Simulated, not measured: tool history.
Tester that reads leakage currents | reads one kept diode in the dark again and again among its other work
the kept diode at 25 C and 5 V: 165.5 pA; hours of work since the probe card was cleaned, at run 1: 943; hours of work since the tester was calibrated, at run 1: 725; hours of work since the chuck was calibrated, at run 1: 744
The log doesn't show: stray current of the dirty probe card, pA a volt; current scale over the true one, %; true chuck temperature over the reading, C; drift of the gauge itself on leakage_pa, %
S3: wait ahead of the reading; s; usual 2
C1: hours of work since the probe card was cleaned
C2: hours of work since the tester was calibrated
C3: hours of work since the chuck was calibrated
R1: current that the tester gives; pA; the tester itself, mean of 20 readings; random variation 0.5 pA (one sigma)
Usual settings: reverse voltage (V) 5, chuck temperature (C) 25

{"run": 1, "hour": 0.0, "reverse voltage (V)": 5, "chuck temperature (C)": 25, "S3": 2, "C1": 943, "C2": 725, "C3": 744, "R1": 156}
{"run": 2, "hour": 17.4, "reverse voltage (V)": 5, "chuck temperature (C)": 25, "S3": 2, "C1": 953, "C2": 735, "C3": 755, "R1": 155.6}
{"run": 3, "hour": 50.6, "reverse voltage (V)": 5.46, "chuck temperature (C)": 25, "S3": 2, "C1": 973, "C2": 755, "C3": 774, "R1": 161.61}
{"run": 4, "hour": 82.9, "reverse voltage (V)": 5.46, "chuck temperature (C)": 25, "S3": 2, "C1": 992, "C2": 774, "C3": 794, "R1": 161.69}
{"run": 5, "hour": 106.1, "reverse voltage (V)": 5.46, "chuck temperature (C)": 25, "S3": 2, "C1": 1006, "C2": 788, "C3": 807, "R1": 161.8}
{"run": 6, "hour": 137.6, "reverse voltage (V)": 5.46, "chuck temperature (C)": 25, "S3": 2, "C1": 1024, "C2": 807, "C3": 826, "R1": 161.43}
{"run": 7, "hour": 163.3, "reverse voltage (V)": 5.46, "chuck temperature (C)": 25, "S3": 2, "C1": 1040, "C2": 822, "C3": 841, "R1": 161.26}
{"run": 8, "hour": 196.3, "reverse voltage (V)": 5.46, "chuck temperature (C)": 25, "S3": 2, "C1": 1059, "C2": 842, "C3": 861, "R1": 160.41}
{"run": 9, "hour": 228.4, "reverse voltage (V)": 5, "chuck temperature (C)": 25, "S3": 2, "C1": 1079, "C2": 861, "C3": 880, "R1": 154.69}
{"run": 10, "hour": 257.8, "reverse voltage (V)": 5, "chuck temperature (C)": 25, "S3": 2, "C1": 1096, "C2": 878, "C3": 898, "R1": 154.64}
{"run": 11, "hour": 272.8, "reverse voltage (V)": 5, "chuck temperature (C)": 25, "S3": 2, "C1": 1105, "C2": 887, "C3": 907, "R1": 154.25}
{"run": 12, "hour": 287.6, "reverse voltage (V)": 4.11, "chuck temperature (C)": 25, "S3": 2, "C1": 1114, "C2": 896, "C3": 915, "R1": 140.94}
{"run": 13, "hour": 303.4, "reverse voltage (V)": 4.11, "chuck temperature (C)": 25, "S3": 2, "C1": 1123, "C2": 906, "C3": 925, "R1": 142.09}
{"run": 14, "hour": 332.3, "reverse voltage (V)": 4.11, "chuck temperature (C)": 25, "S3": 2, "C1": 1140, "C2": 923, "C3": 942, "R1": 141.15}
{"run": 15, "hour": 365.7, "reverse voltage (V)": 4.11, "chuck temperature (C)": 25, "S3": 2, "C1": 1160, "C2": 943, "C3": 962, "R1": 141.54}
{"run": 16, "hour": 395.1, "reverse voltage (V)": 4.65, "chuck temperature (C)": 38, "S3": 2, "C1": 1178, "C2": 960, "C3": 979, "R1": 433.97}
{"run": 17, "hour": 414.6, "reverse voltage (V)": 13.89, "chuck temperature (C)": 37, "S3": 1, "C1": 1189, "C2": 972, "C3": 991, "R1": 633.17}
{"run": 18, "hour": 440.9, "reverse voltage (V)": 2.87, "chuck temperature (C)": 40, "S3": 2, "C1": 1205, "C2": 987, "C3": 1007, "R1": 414.27}
{"run": 19, "hour": 457.7, "reverse voltage (V)": 16.3, "chuck temperature (C)": 25, "S3": 0.61, "C1": 1215, "C2": 997, "C3": 1017, "R1": 258.05}
{"run": 20, "hour": 486.9, "reverse voltage (V)": 16.3, "chuck temperature (C)": 25, "S3": 0.61, "C1": 1232, "C2": 1015, "C3": 1034, "R1": 258.66}
{"run": 21, "hour": 503.7, "reverse voltage (V)": 16.3, "chuck temperature (C)": 25, "S3": 0.61, "C1": 1242, "C2": 1025, "C3": 1044, "R1": 259.47}
{"run": 22, "hour": 517.5, "reverse voltage (V)": 1.07, "chuck temperature (C)": 28, "S3": 0.72, "C1": 1251, "C2": 1033, "C3": 1052, "R1": 102.62}
{"run": 23, "hour": 544.9, "reverse voltage (V)": 1.55, "chuck temperature (C)": 34, "S3": 8.49, "C1": 1267, "C2": 1049, "C3": 1068, "R1": 196.92}
{"run": 24, "hour": 562.5, "reverse voltage (V)": 1.55, "chuck temperature (C)": 34, "S3": 8.49, "C1": 1277, "C2": 1060, "C3": 1079, "R1": 197.14}
{"run": 25, "hour": 582.7, "reverse voltage (V)": 5, "chuck temperature (C)": 25, "S3": 4.86, "C1": 1289, "C2": 1072, "C3": 1091, "R1": 152.11}

4 ways to go on from here, each from the tool as it stands after run 25. What would each give?
{"run": "A", "hour": 613.0, "reverse voltage (V)": 1.81, "chuck temperature (C)": 43, "S3": 4.86, "C1": 1307, "C2": 1090, "C3": 1109, "R1": "?"}
{"run": "B", "hour": 613.0, "reverse voltage (V)": 5, "chuck temperature (C)": 41, "S3": 2, "C1": 1307, "C2": 1090, "C3": 1109, "R1": "?"}
{"run": "C", "hour": 613.0, "reverse voltage (V)": 4.75, "chuck temperature (C)": 25, "S3": 2.52, "C1": 1307, "C2": 1090, "C3": 1109, "R1": "?"}
{"run": "D", "hour": 613.0, "reverse voltage (V)": 1.13, "chuck temperature (C)": 25, "S3": 5.37, "C1": 1307, "C2": 1090, "C3": 1109, "R1": "?"}

run=A R1=427.86
run=B R1=559.49
run=C R1=148.47
run=D R1=80.68
Without the tool's hidden state the same runs would have given:
run=A R1=471.04
run=B R1=614.78
run=C R1=162.49
run=D R1=89.41
